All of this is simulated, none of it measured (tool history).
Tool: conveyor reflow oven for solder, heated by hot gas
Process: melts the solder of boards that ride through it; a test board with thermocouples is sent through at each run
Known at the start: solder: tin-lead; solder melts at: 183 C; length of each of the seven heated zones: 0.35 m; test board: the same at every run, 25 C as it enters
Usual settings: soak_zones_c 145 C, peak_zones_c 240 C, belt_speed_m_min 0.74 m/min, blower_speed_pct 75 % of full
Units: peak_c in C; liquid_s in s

run,hour,soak_zones_c,peak_zones_c,belt_speed_m_min,blower_speed_pct,peak_c,liquid_s
1,0,145,240,0.74,75,224.9,48.6
2,73.9,145,240,0.74,75,224.1,48.3
# hour 104.8: flux residue cleaned out of gas plates and filters
3,121.3,145,240,0.74,75,226,49.1
4,157,145,240,0.74,75,225.3,49.1
5,230.2,145,240,0.798,75,222.5,44.1
6,267.8,145,240,0.798,75,222.9,43.6
7,336.5,145,240,0.798,75,222.4,43.7
8,384.8,145,240,0.74,75,225,48.7
9,468.7,145,240,0.74,58,219.2,45.6
# hour 511.3: flux residue cleaned out of gas plates and filters
10,511.3,145,240,0.74,58,220.6,46
11,582,145,240,0.74,58,219.8,46
12,618.5,145,240,0.599,58,227,61.7
13,676.9,145,240,0.599,58,225.9,61.5
14,744.8,140,240,0.599,58,225.4,59.8
15,794.7,145,240,0.74,79,225.7,49.3
16,838.4,145,240,0.876,79,219.5,38.6
17,892.7,134,255,0.686,53,230.6,52.3
# hour 917: flux residue cleaned out of gas plates and filters
18,955,153,247,0.819,53,222,44.6
19,996.9,139,240,0.713,75,225.5,49.3
20,1082.3,132,240,0.713,75,223.2,47.2
21,1154.2,132,240,0.713,75,222.6,46.9
22,1227.9,141,235,0.662,56,217.1,48.9
23,1285.9,141,235,0.662,56,216.9,48.9
# hour 1325.3: flux residue cleaned out of gas plates and filters
24,1344.2,141,235,0.662,56,218.1,49.7
# hour 1421.9: belt drive overhauled, speed set with a stopwatch
25,1429.9,141,235,0.662,56,217.3,48.3
26,1478.9,137,240,0.633,60,223.6,53.3
27,1525.8,154,234,0.614,58,220.8,59.5
28,1585.1,147,244,0.822,80,225.5,43.9
29,1629.8,145,231,0.74,75,215.6,43.5

Forecast each of these 3 alternatives for the next run:
A,1672.7,146,240,0.74,52,?,?
B,1672.7,145,233,0.74,53,?,?
C,1672.7,146,231,0.599,75,?,?

run,peak_c,liquid_s
A,216.6,43.2
B,210.3,39.3
C,220.8,58.6
Without the tool's hidden state the same runs would have given:
run,peak_c,liquid_s
A,218.7,44.7
B,212.4,40.9
C,222.9,59.8
